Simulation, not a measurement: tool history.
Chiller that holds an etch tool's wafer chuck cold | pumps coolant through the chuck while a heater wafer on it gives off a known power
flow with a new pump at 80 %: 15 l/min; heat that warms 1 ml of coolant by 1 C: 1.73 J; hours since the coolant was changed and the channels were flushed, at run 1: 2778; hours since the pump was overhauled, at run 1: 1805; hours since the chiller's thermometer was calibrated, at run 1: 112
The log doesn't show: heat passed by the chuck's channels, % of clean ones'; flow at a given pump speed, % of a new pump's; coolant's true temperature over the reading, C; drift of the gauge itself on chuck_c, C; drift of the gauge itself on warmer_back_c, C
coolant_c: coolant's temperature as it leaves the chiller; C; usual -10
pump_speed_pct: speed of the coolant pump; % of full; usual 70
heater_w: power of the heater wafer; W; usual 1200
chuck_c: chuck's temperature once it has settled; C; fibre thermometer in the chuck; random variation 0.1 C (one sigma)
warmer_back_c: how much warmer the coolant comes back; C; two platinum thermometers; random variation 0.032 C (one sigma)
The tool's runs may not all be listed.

run     day  coolant_c  pump_speed_pct  heater_w  hours since the coolant was changed and the channels were flushed  hours since the pump was overhauled  hours since the chiller's thermometer was calibrated  chuck_c  warmer_back_c
  1   0.000        -10              70      1200                                                               2778                                 1805                                                   112      5.3           3.26
  2   2.354        -10              70      1200                                                               2834                                 1862                                                   169      5.4           3.21
  3   5.396         -4              70      1200                                                               2907                                 1935                                                   242     11.3           3.21
  4   8.367         -4              70      1200                                                               2978                                 2006                                                   313     11.4           3.18
  5  12.829         -4              70      1200                                                               3085                                 2113                                                   420     11.2           3.24
  6  17.121         -4              70      1200                                                               3188                                 2216                                                   523     11.5           3.24
  7  20.233        -10              70      1200                                                               3263                                 2291                                                   598      5.5           3.25
  8  23.183        -10              70      1200                                                               3334                                 2362                                                   669      5.4           3.26
  9  25.350        -10              70      1200                                                               3386                                 2414                                                   721      5.3           3.24
 10  27.683        -10              70      1200                                                               3442                                 2470                                                   777      5.1           3.30
 11  30.329        -10              70      1200                                                               3505                                 2533                                                   840      5.5           3.29
 12  33.154        -10              70      1200                                                               3573                                 2601                                                   908      5.4           3.28
 13  36.042        -10              70      1200                                                               3642                                 2670                                                   977      5.2           3.19
 14  39.412        -17              62      1053                                                               3723                                 2751                                                  1058     -2.5           3.25
 15  42.321        -18              70      1602                                                               3793                                 2821                                                  1128      2.6           4.32
     46.604  -- coolant changed, channels flushed
 16  46.971        -12              92      1622                                                                  9                                 2926                                                  1234      4.5           3.18
 17  51.308        -11              65       790                                                                113                                 3031                                                  1338     -0.3           2.29
 18  55.875        -11              73       871                                                                223                                 3140                                                  1447     -0.5           2.22
 19  58.392        -18              61      1023                                                                283                                 3201                                                  1508     -3.4           3.19
 20  61.992        -10              66      1684                                                                369                                 3287                                                  1594     12.7           4.86
 21  66.525        -10              66      1318                                                                478                                 3396                                                  1703      7.6           3.81
 22  70.950        -10              66      1318                                                                584                                 3502                                                  1809      7.7           3.77
 23  73.583         -1              89      1098                                                                648                                 3565                                                  1872     10.7           2.31
 24  77.804         -6              63      1200                                                                749                                 3666                                                  1974     10.7           3.60
 25  81.438        -18              92      1691                                                                836                                 3754                                                  2061     -0.7           3.29
     85.733  -- chiller's thermometer calibrated
 26  86.475        -18              92      1691                                                                956                                 3874                                                    18     -0.6           3.34

5 ways to go on from here, each from the tool as it stands after run 26. What would each give?
  A  88.896        -20              65      1200                                                               1014                                 3932                                                    76        ?              ?
  B  88.896        -12              92      1691                                                               1014                                 3932                                                    76        ?              ?
  C  88.896         -3              85      1662                                                               1014                                 3932                                                    76        ?              ?
  D  88.896        -14              92      1691                                                               1014                                 3932                                                    76        ?              ?
  E  88.896        -18              67       743                                                               1014                                 3932                                                    76        ?              ?

run  chuck_c  warmer_back_c
  A     -3.6           3.43
  B      5.3           3.38
  C     15.2           3.60
  D      3.3           3.43
  E     -8.1           2.07
Without the tool's hidden state the same runs would have given:
run  chuck_c  warmer_back_c
  A     -3.6           3.42
  B      5.3           3.38
  C     15.1           3.60
  D      3.3           3.42
  E     -8.2           2.06
